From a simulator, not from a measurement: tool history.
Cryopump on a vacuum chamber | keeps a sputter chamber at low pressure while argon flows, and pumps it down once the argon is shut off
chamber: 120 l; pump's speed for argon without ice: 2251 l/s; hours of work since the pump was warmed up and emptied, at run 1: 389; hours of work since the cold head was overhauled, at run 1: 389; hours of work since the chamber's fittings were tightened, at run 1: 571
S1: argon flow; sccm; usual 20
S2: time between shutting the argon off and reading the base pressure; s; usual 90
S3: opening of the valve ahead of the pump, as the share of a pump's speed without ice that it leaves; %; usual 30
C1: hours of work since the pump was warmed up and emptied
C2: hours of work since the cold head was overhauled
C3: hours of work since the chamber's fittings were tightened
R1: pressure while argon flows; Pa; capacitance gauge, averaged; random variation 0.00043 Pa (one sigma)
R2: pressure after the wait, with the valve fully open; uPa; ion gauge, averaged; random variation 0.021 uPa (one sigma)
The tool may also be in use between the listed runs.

| run | hour | S1 | S2 | S3 | C1 | C2 | C3 | R1 | R2 |
|---|---|---|---|---|---|---|---|---|---|
| 1 | 0 | 20 | 90 | 30 | 389 | 389 | 571 | 0.0506 | 0.69 |
| 2 | 17.2 | 20 | 90 | 30 | 402 | 402 | 583 | 0.052 | 0.72 |
| 3 | 37.6 | 20 | 90 | 30 | 417 | 417 | 598 | 0.0509 | 0.74 |
| 4 | 58 | 10 | 90 | 30 | 432 | 432 | 613 | 0.0256 | 0.76 |
| 5 | 73 | 15 | 90 | 30 | 443 | 443 | 624 | 0.0387 | 0.73 |
| 6 | 87.4 | 20 | 90 | 30 | 454 | 454 | 635 | 0.0513 | 0.74 |
| 7 | 104.8 | 20 | 90 | 30 | 467 | 467 | 648 | 0.0514 | 0.78 |
| 8 | 122.2 | 20 | 90 | 30 | 479 | 479 | 661 | 0.0517 | 0.78 |
| 9 | 137.3 | 20 | 90 | 30 | 490 | 490 | 672 | 0.0519 | 0.76 |
| 10 | 154.2 | 20 | 90 | 30 | 503 | 503 | 684 | 0.0518 | 0.8 |
| 11 | 164.6 | 20 | 90 | 30 | 511 | 511 | 692 | 0.0519 | 0.8 |
| 12 | 174.1 | 20 | 90 | 30 | 518 | 518 | 699 | 0.0518 | 0.79 |
| 13 | 185.4 | 20 | 40 | 30 | 526 | 526 | 707 | 0.0519 | 1.11 |
| 14 | 203.2 | 19 | 89 | 25 | 539 | 539 | 720 | 0.0583 | 0.84 |
| 15 | 212.3 | 8 | 220 | 30 | 546 | 546 | 727 | 0.0209 | 0.63 |
| 16 | 221.4 | 20 | 39 | 42 | 552 | 552 | 734 | 0.0382 | 1.16 |
| 17 | 233.9 | 17 | 90 | 19 | 562 | 562 | 743 | 0.0695 | 0.83 |
| 18 | 252.3 | 17 | 90 | 19 | 575 | 575 | 757 | 0.0692 | 0.86 |
| 19 | 265 | 18 | 74 | 59 | 585 | 585 | 766 | 0.0248 | 0.91 |
| 20 | 282.4 | 9 | 74 | 24 | 597 | 597 | 779 | 0.0284 | 0.87 |
| 21 | 301 | 26 | 118 | 20 | 611 | 611 | 793 | 0.1005 | 0.78 |
| 22 | 313.8 | 26 | 118 | 20 | 621 | 621 | 802 | 0.1008 | 0.81 |
| 23 | 322.4 | 10 | 294 | 57 | 627 | 627 | 808 | 0.0147 | 0.69 |
| 24 | 337.2 | 12 | 41 | 16 | 638 | 638 | 819 | 0.0573 | 1.15 |
| 25 | 356.3 | 8 | 218 | 20 | 652 | 652 | 833 | 0.0313 | 0.73 |
| 26 | 372.9 | 22 | 218 | 23 | 664 | 664 | 846 | 0.0744 | 0.76 |

Some steps in R1 between neighbouring runs. How much of each would the tool show without its hidden state too (settings, what came in, random variation), and how much is left for the hidden state, with any gauge scatter that isn't in both results?
The hidden state here: pump's speed, % of a pump's without ice; cold plate's temperature, K; leak into the chamber, uPa l/s; drift of the gauge itself on working_pa, %; drift of the gauge itself on base_upa, %.
Run 20 -> 21: S1 9 -> 26, S2 74 -> 118, S3 24 -> 20. R1 +0.0721 Pa: hidden state +0.0019, all else +0.0702.
Run 22 -> 23: S1 26 -> 10, S2 118 -> 294, S3 20 -> 57. R1 -0.0861 Pa: hidden state -0.0018, all else -0.0843.

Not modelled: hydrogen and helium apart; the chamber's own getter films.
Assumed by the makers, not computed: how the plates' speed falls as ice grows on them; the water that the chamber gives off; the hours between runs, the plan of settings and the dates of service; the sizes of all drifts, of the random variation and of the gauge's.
